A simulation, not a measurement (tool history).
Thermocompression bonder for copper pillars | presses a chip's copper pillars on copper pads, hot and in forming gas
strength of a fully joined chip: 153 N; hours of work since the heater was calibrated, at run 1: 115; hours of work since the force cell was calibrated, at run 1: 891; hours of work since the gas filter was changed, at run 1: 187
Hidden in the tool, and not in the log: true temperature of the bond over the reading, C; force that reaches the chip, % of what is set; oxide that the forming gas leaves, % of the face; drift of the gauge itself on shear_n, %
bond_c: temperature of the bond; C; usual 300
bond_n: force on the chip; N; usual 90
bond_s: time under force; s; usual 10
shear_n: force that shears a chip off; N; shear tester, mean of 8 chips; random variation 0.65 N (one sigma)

run,hour,bond_c,bond_n,bond_s,hours of work since the heater was calibrated,hours of work since the force cell was calibrated,hours of work since the gas filter was changed,shear_n
1,0,300,90,10,115,891,187,55.3
2,10.3,300,90,10,119,896,192,54.9
3,17.9,300,90,28,123,899,195,80.6
4,28.4,300,90,10,128,904,200,54.7
5,33.7,300,90,10,130,906,202,55.1
6,41.4,300,90,10,133,910,206,54.6
7,47.3,300,90,10,136,913,208,55.8
# hour 51.1: force cell calibrated
8,58,305,90,10,140,3,213,55.5
9,62.8,305,90,10,143,5,215,56.1
10,70.5,305,90,10,146,9,218,57.1
11,75.8,305,90,10,148,11,221,56
12,81,300,90,27,151,14,223,75.8
13,89.3,300,90,10,155,17,227,51.5
14,97.2,281,90,10,158,21,231,38.6
15,108.5,281,90,10,163,26,236,37.1
16,119.1,281,90,10,168,31,241,38.5
17,126,281,90,10,171,34,244,37.5
18,132.4,281,90,10,174,37,247,38.1
19,143.2,281,90,10,179,42,252,37.4
20,153.7,305,124,10,184,47,256,76.3
21,163.5,305,124,10,189,51,261,76
22,174.6,309,70,18,194,56,266,57.2
# hour 180.3: forming gas filter changed
23,184.8,273,81,24,198,61,2,43.6
24,195.4,273,81,24,203,66,7,43.9
25,200.2,273,81,24,205,68,9,44.1
26,205.1,286,115,6,207,70,11,45.6
27,216.1,274,65,13,212,75,16,26.8
28,226.5,309,56,13,217,80,21,40.4
29,231.3,303,112,15,219,82,23,79.2
30,240,303,112,15,223,86,27,79.7
31,244.8,303,99,29,225,88,29,88.6
32,256.4,298,90,7,231,94,35,43.8
33,267.8,329,71,16,236,99,40,74.4

Hidden state at the last listed run before each entry between runs and at the first one after, where it differs:
Between runs 7 and 8: force cell calibrated (hour 51.1)
  force that reaches the chip, % of what is set: 107.2 -> 101.4; oxide that the forming gas leaves, % of the face: 3.64 -> 3.71
  measured less the result without the state, shear_n: +0.8 -> -2.5 N
Between runs 22 and 23: forming gas filter changed (hour 180.3)
  oxide that the forming gas leaves, % of the face: 4.49 -> 0.55
  measured less the result without the state, shear_n: -3 -> -0.7 N
